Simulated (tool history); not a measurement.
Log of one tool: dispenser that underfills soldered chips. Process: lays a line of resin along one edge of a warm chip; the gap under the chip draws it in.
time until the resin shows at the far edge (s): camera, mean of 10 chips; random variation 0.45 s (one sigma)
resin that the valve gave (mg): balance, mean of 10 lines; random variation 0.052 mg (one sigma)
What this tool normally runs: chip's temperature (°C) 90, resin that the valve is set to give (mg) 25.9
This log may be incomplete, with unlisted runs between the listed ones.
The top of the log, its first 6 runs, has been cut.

run	hour	chip's temperature (°C)	resin that the valve is set to give (mg)	hours of work since the syringe was changed	hours of work since the valve was cleaned	hours of work since the stage was calibrated	time until the resin shows at the far edge (s)	resin that the valve gave (mg)
# hour 39.9: new syringe of resin
# hour 50: new syringe of resin
7	51.3	90	25.9	1	15	88	35.6	25.73
8	57.9	90	25.9	6	20	94	47.9	25.73
# hour 60.1: new syringe of resin
9	65.6	90	25.9	4	26	99	42.2	25.69
# hour 69.7: new syringe of resin
10	77.2	90	31.4	6	35	108	45	30.93
# hour 79.6: new syringe of resin
11	85.8	90	25.9	5	42	115	43.3	25.47
# hour 89.6: new syringe of resin
12	92.9	90	25.9	3	47	120	38.9	25.35
# hour 99.3: new syringe of resin
13	103.3	90	25.9	3	55	128	39.6	25.35
# hour 109.7: new syringe of resin
14	112.7	90	27.3	2	62	135	38.8	26.57
15	118.6	90	27.3	7	67	140	49.7	26.71
# hour 119.7: new syringe of resin
16	128.2	90	25.6	7	74	147	48.9	24.77
# hour 129.6: new syringe of resin
17	138.7	90	25.6	7	82	155	50.3	24.68
# hour 139.8: new syringe of resin
# hour 147.2: dispensing valve cleaned and set on the balance
# hour 150.3: new syringe of resin
18	151.9	90	25.6	1	3	164	36.7	25.63
# hour 160.8: new syringe of resin
19	161.7	101	32.9	1	11	172	24.4	32.64
# hour 171: new syringe of resin
20	173.9	92	25	2	20	181	36.9	24.8
# hour 180.9: new syringe of resin
21	182.1	92	25	1	27	188	33.8	24.71

Run 22 is up next; what results do you expect?
# hour 190.9: new syringe of resin
22	192.2	78	29.1	1	34	195	?	?

Run 22 gave time until the resin shows at the far edge (s) 55.1, resin that the valve gave (mg) 28.61.
If the tool had no hidden condition, the same run with the same run-to-run variation would have returned time until the resin shows at the far edge (s) 49.7, resin that the valve gave (mg) 29.08.
